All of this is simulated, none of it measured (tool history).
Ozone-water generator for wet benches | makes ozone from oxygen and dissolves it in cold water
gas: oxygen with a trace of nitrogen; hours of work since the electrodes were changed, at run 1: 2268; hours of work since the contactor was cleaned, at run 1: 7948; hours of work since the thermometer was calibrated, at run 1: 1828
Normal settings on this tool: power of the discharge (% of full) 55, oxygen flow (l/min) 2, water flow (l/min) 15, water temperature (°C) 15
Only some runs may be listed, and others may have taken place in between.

run	hour	power of the discharge (% of full)	oxygen flow (l/min)	water flow (l/min)	water temperature (°C)	hours of work since the electrodes were changed	hours of work since the contactor was cleaned	hours of work since the thermometer was calibrated	dissolved ozone (ppm)	ozone in the gas ahead of the water (g/m3)
1	0	55	2	15	15	2268	7948	1828	14.5	223.9
2	49.2	55	2	15	15	2306	7986	1866	14.5	223.4
3	104.2	55	2	15	15	2349	8029	1909	14.4	221.4
4	173.8	55	2	15	15	2403	8083	1962	14.5	220
5	222.6	55	2	15	15	2440	8121	2000	14.4	222.4
6	290.7	47	2	15	15	2493	8173	2053	13.1	203.2
7	351	47	2	15	19	2540	8220	2100	12.7	199.5
8	415	47	2	15	19	2589	8270	2149	12.7	200.8
9	458.5	47	2	15	19	2623	8303	2183	12.5	199.9
10	503.3	55	2	18	15	2658	8338	2218	12.2	218.3
11	575.5	55	2	18	15	2714	8394	2274	12	220.6
12	637.1	41	2	15	15	2761	8442	2321	12.2	187
13	696.2	41	2	15	15	2807	8488	2367	12.1	186
14	747.5	55	2	15	15	2847	8527	2407	14.2	221.2
15	793.8	55	2	15	15	2883	8563	2443	14.4	218.3
16	867.5	55	2	15	8	2940	8620	2500	15.2	219.3
17	917.1	55	2	15	8	2978	8659	2538	15	221
# hour 964.8: contactor cleaned
18	989.1	55	2	15	8	3031	19	2591	16.3	217.8
19	1055.8	55	2	10	9	3083	70	2642	22.4	219.2
20	1105.3	55	2	10	9	3121	109	2681	23.2	219.7
21	1137.9	55	2	10	13	3146	134	2706	22	219.9
22	1201.6	55	2	10	13	3195	183	2755	21.5	217.8
23	1257.1	62	2.39	10	13	3238	226	2798	24.1	214.5
24	1302.6	62	3.11	10	16	3274	262	2834	23.2	186.5
25	1347.3	80	1.8	13	7	3308	296	2868	22.7	290.5
26	1410.3	80	1.8	13	7	3357	345	2917	22.6	288.5
27	1459.3	80	1.8	13	7	3395	383	2955	22.4	288.9
28	1526.1	90	2	13	15	3447	435	3007	22.8	291.4
29	1572.4	93	2	13	15	3483	471	3042	23.2	298.7
30	1608.8	42	1.81	13	9	3511	499	3071	14.9	196
31	1675.7	77	2	18	15	3563	551	3122	15.6	268.1
32	1743.3	55	2.17	15	13	3615	603	3175	15.9	208.7
33	1793.6	55	2.17	16	17	3654	642	3214	14	207.4

Forecast each of these 3 alternatives for the next run:
A	1842.2	55	2	15	8	3692	679	3251	?	?
B	1842.2	55	2	15	21	3692	679	3251	?	?
C	1842.2	76	2.44	16	23	3692	679	3251	?	?

run	dissolved ozone (ppm)	ozone in the gas ahead of the water (g/m3)
A	15.8	218.1
B	14.1	220
C	16.3	239.8
What these runs would have given with no unlogged condition in the tool:
run	dissolved ozone (ppm)	ozone in the gas ahead of the water (g/m3)
A	16.7	229.4
B	14.9	231.4
C	17.5	255.2

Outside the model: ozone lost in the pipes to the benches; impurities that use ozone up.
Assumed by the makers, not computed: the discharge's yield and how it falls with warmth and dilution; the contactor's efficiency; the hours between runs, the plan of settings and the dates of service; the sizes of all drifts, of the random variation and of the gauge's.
